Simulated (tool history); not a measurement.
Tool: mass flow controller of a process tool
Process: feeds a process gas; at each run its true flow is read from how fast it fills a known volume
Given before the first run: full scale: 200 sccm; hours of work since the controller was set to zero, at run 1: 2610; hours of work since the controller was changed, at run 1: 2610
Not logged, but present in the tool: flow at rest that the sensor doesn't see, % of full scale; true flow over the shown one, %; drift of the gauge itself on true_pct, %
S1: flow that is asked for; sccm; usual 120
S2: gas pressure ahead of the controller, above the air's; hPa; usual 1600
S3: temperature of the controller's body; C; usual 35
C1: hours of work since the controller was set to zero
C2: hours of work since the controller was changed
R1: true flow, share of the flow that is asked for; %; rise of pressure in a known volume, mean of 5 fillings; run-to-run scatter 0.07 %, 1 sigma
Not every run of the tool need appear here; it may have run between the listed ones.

| run | hour | S1 | S2 | S3 | C1 | C2 | R1 |
|---|---|---|---|---|---|---|---|
| 1 | 0 | 120 | 1600 | 35 | 2610 | 2610 | 97.87 |
| 2 | 100.2 | 120 | 1600 | 20 | 2663 | 2663 | 99.42 |
| 3 | 282.3 | 120 | 1600 | 35 | 2760 | 2760 | 97.87 |
| 4 | 375.7 | 120 | 1600 | 35 | 2810 | 2810 | 97.91 |
| 5 | 534.5 | 120 | 1600 | 21 | 2895 | 2895 | 99.48 |
| 6 | 681.1 | 120 | 1600 | 21 | 2974 | 2974 | 99.41 |
| 7 | 820.1 | 120 | 1600 | 35 | 3048 | 3048 | 98.1 |
| 8 | 904.3 | 120 | 1600 | 35 | 3093 | 3093 | 98.11 |
| 9 | 1034.6 | 120 | 1600 | 35 | 3163 | 3163 | 98.08 |
| 10 | 1125.8 | 120 | 1600 | 35 | 3211 | 3211 | 98.28 |
| 11 | 1261.1 | 120 | 1600 | 35 | 3284 | 3284 | 98.18 |
| 12 | 1399.5 | 148 | 1600 | 35 | 3358 | 3358 | 98.81 |
| 13 | 1549.2 | 148 | 1600 | 35 | 3438 | 3438 | 98.9 |
| 14 | 1669 | 148 | 1600 | 35 | 3502 | 3502 | 98.82 |
| 15 | 1808.3 | 148 | 1600 | 35 | 3576 | 3576 | 98.77 |
| 16 | 1930.6 | 148 | 1600 | 35 | 3641 | 3641 | 98.96 |
| 17 | 2125.2 | 113 | 2120 | 21 | 3745 | 3745 | 99.64 |
| 18 | 2271.6 | 53 | 2570 | 24 | 3824 | 3824 | 98.15 |
| 19 | 2387.4 | 56 | 1710 | 30 | 3885 | 3885 | 97.87 |
| 20 | 2506.6 | 36 | 1710 | 36 | 3949 | 3949 | 97.01 |
| 21 | 2592.2 | 20 | 1600 | 35 | 3995 | 3995 | 97.04 |
| 22 | 2717.8 | 139 | 2620 | 21 | 4062 | 4062 | 99.85 |
| 23 | 2861.6 | 158 | 1600 | 23 | 4139 | 4139 | 100.61 |
| 24 | 2953.6 | 158 | 1600 | 23 | 4188 | 4188 | 100.65 |
| 25 | 3060.6 | 158 | 1600 | 23 | 4245 | 4245 | 100.67 |
| 26 | 3241.9 | 158 | 1600 | 23 | 4342 | 4342 | 100.68 |
| 27 | 3404 | 158 | 1600 | 23 | 4429 | 4429 | 100.77 |
| 28 | 3492.2 | 158 | 1600 | 23 | 4476 | 4476 | 100.84 |
| 29 | 3665 | 95 | 1600 | 28 | 4568 | 4568 | 99.27 |
| 30 | 3760.2 | 120 | 1440 | 33 | 4619 | 4619 | 99.29 |
| 31 | 3951.7 | 68 | 1930 | 21 | 4721 | 4721 | 99.42 |

Alternative continuations, all from the tool just after run 31; predict every row:
| A | 4152.7 | 27 | 1600 | 29 | 4829 | 4829 | ? |
| B | 4152.7 | 42 | 2260 | 26 | 4829 | 4829 | ? |
| C | 4152.7 | 35 | 2490 | 21 | 4829 | 4829 | ? |
| D | 4152.7 | 120 | 1510 | 23 | 4829 | 4829 | ? |

| run | R1 |
|---|---|
| A | 98.2 |
| B | 98.29 |
| C | 98.64 |
| D | 100.32 |
With the hidden condition removed and each run's random variation left untouched, the same runs would have given:
| run | R1 |
|---|---|
| A | 96.9 |
| B | 97 |
| C | 97.34 |
| D | 99.01 |
